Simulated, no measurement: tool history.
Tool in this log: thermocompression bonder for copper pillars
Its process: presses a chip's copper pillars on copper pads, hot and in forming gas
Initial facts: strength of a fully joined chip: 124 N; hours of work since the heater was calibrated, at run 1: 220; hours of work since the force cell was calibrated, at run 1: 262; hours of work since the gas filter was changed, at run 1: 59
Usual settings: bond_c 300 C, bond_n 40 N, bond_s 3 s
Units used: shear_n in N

run   hour  bond_c  bond_n  bond_s  hours of work since the heater was calibrated  hours of work since the force cell was calibrated  hours of work since the gas filter was changed  shear_n
  1      0     300      40       3                                            220                                                262                                              59     59.5
  2    7.9     300      40       3                                            225                                                268                                              65     59.2
  3     13     300      40       4                                            229                                                271                                              68     64.8
  4   21.7     300      38       3                                            235                                                277                                              74     56.9
  5   28.7     300      38       3                                            239                                                282                                              79     54.6
  6   36.5     300      38       3                                            245                                                287                                              84     56.3
  7     41     300      38       3                                            248                                                290                                              87     55.1
  8     48     300      38       3                                            252                                                295                                              92     56.4
  9   57.1     300      40       3                                            259                                                301                                              98     56.8
 10   62.6     300      40       3                                            262                                                305                                             102     58.6
 11   71.3     300      40       2                                            268                                                311                                             108     50.7
 12     78     300      40       2                                            273                                                316                                             113     50.5
 13     86     316      40       3                                            278                                                321                                             118     66.5
 14   92.2     316      40       3                                            283                                                325                                             122     65.3
 15   99.7     316      40       3                                            288                                                330                                             127     64.3
 16  106.4     316      40       3                                            292                                                335                                             132     63.7
 17  111.3     316      52       3                                            296                                                338                                             135     82.2
 18    119     300      40       3                                            301                                                343                                             141     57.4
 19  123.5     300      40       3                                            304                                                347                                             144     57.8
 20  132.4     300      30       3                                            310                                                353                                             150     42.7
 21  140.5     300      30       3                                            316                                                358                                             155     42.4
 22  147.4     300      54       3                                            320                                                363                                             160     75.5
     149.4  -- force cell calibrated
 23  156.2     300      54       4                                            325                                                  5                                             165     80.6
 24  160.7     300      54       4                                            328                                                  8                                             168     79.9
     164.7  -- force cell calibrated, once more
 25    166     300      54       4                                            331                                                  1                                             171     83.4
 26  175.3     298      55       7                                            337                                                  7                                             177     91.5
 27  179.4     298      55       7                                            340                                                 10                                             180     93.7
 28  183.9     283      30       4                                            343                                                 13                                             183     40.4
 29  191.8     293      42       3                                            348                                                 18                                             188     58.1
 30  196.7     291      45       3                                            352                                                 22                                             192     61.4
 31  202.5     291      45       3                                            356                                                 26                                             195     60.9
 32  211.5     291      45       3                                            362                                                 32                                             202     61.2
 33  219.9     291      45       3                                            368                                                 38                                             207     60.8
 34  227.2     271      31       3                                            373                                                 43                                             212     34.2
 35  234.1     300      38       3                                            377                                                 47                                             217     56.8
 36    242     300      38       3                                            383                                                 53                                             222     53.8
 37  246.4     300      38       3                                            386                                                 56                                             225     54.7
 38  253.3     300      27       3                                            390                                                 60                                             230     37.9
 39  257.7     300      34       7                                            393                                                 63                                             233     64.3

Below are 4 alternative next runs, each starting from the tool's condition after run 39. Predict each:
  A  262.4     316      31       7                                            397                                                 67                                             236        ?
  B  262.4     300      40       3                                            397                                                 67                                             236        ?
  C  262.4     300      34       3                                            397                                                 67                                             236        ?
  D  262.4     303      27       7                                            397                                                 67                                             236        ?

run  shear_n
  A       69
  B     57.7
  C     48.9
  D     52.8
Without the tool's hidden state the same runs would have given:
run  shear_n
  A     73.4
  B     61.4
  C       52
  D     56.2
